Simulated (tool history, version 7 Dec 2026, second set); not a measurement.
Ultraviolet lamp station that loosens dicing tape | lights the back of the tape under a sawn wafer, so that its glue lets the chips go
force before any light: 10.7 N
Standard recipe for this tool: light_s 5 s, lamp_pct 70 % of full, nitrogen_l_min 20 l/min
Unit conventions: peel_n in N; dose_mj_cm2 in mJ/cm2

{"run": 1, "hour": 0.0, "light_s": 5, "lamp_pct": 70, "nitrogen_l_min": 20, "peel_n": 0.821, "dose_mj_cm2": 228}
{"run": 2, "hour": 57.7, "light_s": 5, "lamp_pct": 70, "nitrogen_l_min": 20, "peel_n": 0.82, "dose_mj_cm2": 222}
{"run": 3, "hour": 101.8, "light_s": 5, "lamp_pct": 67, "nitrogen_l_min": 20, "peel_n": 0.923, "dose_mj_cm2": 207}
{"hour": 113.8, "done": "window cleaned of glue's vapour"}
{"run": 4, "hour": 138.0, "light_s": 5, "lamp_pct": 78, "nitrogen_l_min": 20, "peel_n": 0.896, "dose_mj_cm2": 220}
{"run": 5, "hour": 210.8, "light_s": 3, "lamp_pct": 70, "nitrogen_l_min": 20, "peel_n": 2.561, "dose_mj_cm2": 114}
{"hour": 217.0, "done": "window cleaned of glue's vapour, once more"}
{"run": 6, "hour": 263.5, "light_s": 3, "lamp_pct": 70, "nitrogen_l_min": 20, "peel_n": 1.757, "dose_mj_cm2": 153}
{"run": 7, "hour": 312.3, "light_s": 3, "lamp_pct": 70, "nitrogen_l_min": 20, "peel_n": 1.703, "dose_mj_cm2": 150}
{"run": 8, "hour": 374.5, "light_s": 5, "lamp_pct": 70, "nitrogen_l_min": 20, "peel_n": 0.654, "dose_mj_cm2": 250}
{"run": 9, "hour": 445.8, "light_s": 5, "lamp_pct": 70, "nitrogen_l_min": 20, "peel_n": 0.706, "dose_mj_cm2": 246}
{"run": 10, "hour": 482.7, "light_s": 5, "lamp_pct": 70, "nitrogen_l_min": 20, "peel_n": 0.7, "dose_mj_cm2": 241}
{"run": 11, "hour": 546.8, "light_s": 5, "lamp_pct": 70, "nitrogen_l_min": 20, "peel_n": 0.723, "dose_mj_cm2": 241}
{"run": 12, "hour": 618.9, "light_s": 5, "lamp_pct": 70, "nitrogen_l_min": 20, "peel_n": 0.717, "dose_mj_cm2": 233}
{"run": 13, "hour": 669.5, "light_s": 2, "lamp_pct": 70, "nitrogen_l_min": 20, "peel_n": 3.44, "dose_mj_cm2": 91}
{"run": 14, "hour": 703.6, "light_s": 2, "lamp_pct": 70, "nitrogen_l_min": 20, "peel_n": 3.366, "dose_mj_cm2": 90}
{"run": 15, "hour": 734.8, "light_s": 2, "lamp_pct": 70, "nitrogen_l_min": 20, "peel_n": 3.531, "dose_mj_cm2": 93}
{"run": 16, "hour": 773.5, "light_s": 2, "lamp_pct": 70, "nitrogen_l_min": 20, "peel_n": 3.421, "dose_mj_cm2": 90}
{"run": 17, "hour": 834.3, "light_s": 2, "lamp_pct": 70, "nitrogen_l_min": 20, "peel_n": 3.48, "dose_mj_cm2": 87}
{"run": 18, "hour": 904.7, "light_s": 2, "lamp_pct": 70, "nitrogen_l_min": 20, "peel_n": 3.408, "dose_mj_cm2": 88}
{"run": 19, "hour": 954.6, "light_s": 2, "lamp_pct": 70, "nitrogen_l_min": 20, "peel_n": 3.711, "dose_mj_cm2": 89}
{"run": 20, "hour": 1025.7, "light_s": 5, "lamp_pct": 70, "nitrogen_l_min": 20, "peel_n": 0.885, "dose_mj_cm2": 216}
{"run": 21, "hour": 1056.7, "light_s": 5, "lamp_pct": 70, "nitrogen_l_min": 20, "peel_n": 0.929, "dose_mj_cm2": 214}
{"run": 22, "hour": 1117.5, "light_s": 5, "lamp_pct": 80, "nitrogen_l_min": 16, "peel_n": 0.817, "dose_mj_cm2": 239}
{"run": 23, "hour": 1160.3, "light_s": 3, "lamp_pct": 93, "nitrogen_l_min": 7, "peel_n": 2.432, "dose_mj_cm2": 166}
{"run": 24, "hour": 1206.2, "light_s": 4, "lamp_pct": 62, "nitrogen_l_min": 20, "peel_n": 1.852, "dose_mj_cm2": 145}
{"run": 25, "hour": 1263.9, "light_s": 4, "lamp_pct": 94, "nitrogen_l_min": 20, "peel_n": 0.856, "dose_mj_cm2": 215}
{"run": 26, "hour": 1296.1, "light_s": 4, "lamp_pct": 64, "nitrogen_l_min": 16, "peel_n": 2.063, "dose_mj_cm2": 144}
{"run": 27, "hour": 1360.2, "light_s": 3, "lamp_pct": 63, "nitrogen_l_min": 17, "peel_n": 2.967, "dose_mj_cm2": 105}
{"run": 28, "hour": 1408.7, "light_s": 3, "lamp_pct": 61, "nitrogen_l_min": 30, "peel_n": 2.68, "dose_mj_cm2": 100}
{"run": 29, "hour": 1448.6, "light_s": 3, "lamp_pct": 61, "nitrogen_l_min": 30, "peel_n": 2.857, "dose_mj_cm2": 100}
{"run": 30, "hour": 1485.4, "light_s": 3, "lamp_pct": 61, "nitrogen_l_min": 30, "peel_n": 2.844, "dose_mj_cm2": 100}
{"hour": 1499.1, "done": "window cleaned of glue's vapour"}
{"run": 31, "hour": 1548.4, "light_s": 3, "lamp_pct": 61, "nitrogen_l_min": 30, "peel_n": 2.183, "dose_mj_cm2": 119}
{"run": 32, "hour": 1612.4, "light_s": 7, "lamp_pct": 61, "nitrogen_l_min": 30, "peel_n": 0.449, "dose_mj_cm2": 271}
{"run": 33, "hour": 1668.8, "light_s": 7, "lamp_pct": 88, "nitrogen_l_min": 13, "peel_n": 0.361, "dose_mj_cm2": 385}
{"run": 34, "hour": 1704.3, "light_s": 9, "lamp_pct": 70, "nitrogen_l_min": 20, "peel_n": 0.31, "dose_mj_cm2": 393}
{"run": 35, "hour": 1772.8, "light_s": 5, "lamp_pct": 89, "nitrogen_l_min": 20, "peel_n": 0.558, "dose_mj_cm2": 271}
{"run": 36, "hour": 1843.2, "light_s": 5, "lamp_pct": 74, "nitrogen_l_min": 32, "peel_n": 0.68, "dose_mj_cm2": 221}
{"run": 37, "hour": 1912.4, "light_s": 2, "lamp_pct": 74, "nitrogen_l_min": 10, "peel_n": 4.459, "dose_mj_cm2": 86}
{"run": 38, "hour": 1954.7, "light_s": 6, "lamp_pct": 96, "nitrogen_l_min": 19, "peel_n": 0.39, "dose_mj_cm2": 335}
{"run": 39, "hour": 1988.2, "light_s": 2, "lamp_pct": 75, "nitrogen_l_min": 20, "peel_n": 3.866, "dose_mj_cm2": 86}
{"run": 40, "hour": 2029.1, "light_s": 8, "lamp_pct": 79, "nitrogen_l_min": 35, "peel_n": 0.296, "dose_mj_cm2": 366}
{"run": 41, "hour": 2084.6, "light_s": 5, "lamp_pct": 70, "nitrogen_l_min": 26, "peel_n": 0.952, "dose_mj_cm2": 196}
{"run": 42, "hour": 2154.7, "light_s": 5, "lamp_pct": 70, "nitrogen_l_min": 26, "peel_n": 0.968, "dose_mj_cm2": 195}

Selected run-to-run steps in peel_n, each split into two signed amounts: the part the tool would show with no hidden state at all (from settings, incoming material and random variation), and the remainder, which goes to the hidden state together with any gauge scatter not common to the measured and the hidden-state-free results:
Hidden state present: lamp's light, % of a new lamp's; light that the window lets through, % of a clean one's; drift of the gauge itself on peel_n, %; drift of the gauge itself on dose_mj_cm2, %.
Run 5 -> 6: window cleaned of glue's vapour, once more. peel_n -0.804 N: hidden state -0.927, all else +0.123.
Run 36 -> 37: light_s 5 -> 2, nitrogen_l_min 32 -> 10. peel_n +3.779 N: hidden state +0.762, all else +3.017.
Run 37 -> 38: light_s 2 -> 6, lamp_pct 74 -> 96, nitrogen_l_min 10 -> 19. peel_n -4.069 N: hidden state -0.911, all else -3.158.
Run 38 -> 39: light_s 6 -> 2, lamp_pct 96 -> 75, nitrogen_l_min 19 -> 20. peel_n +3.476 N: hidden state +0.994, all else +2.482.
Run 39 -> 40: light_s 2 -> 8, lamp_pct 75 -> 79, nitrogen_l_min 20 -> 35. peel_n -3.57 N: hidden state -1.056, all else -2.514.
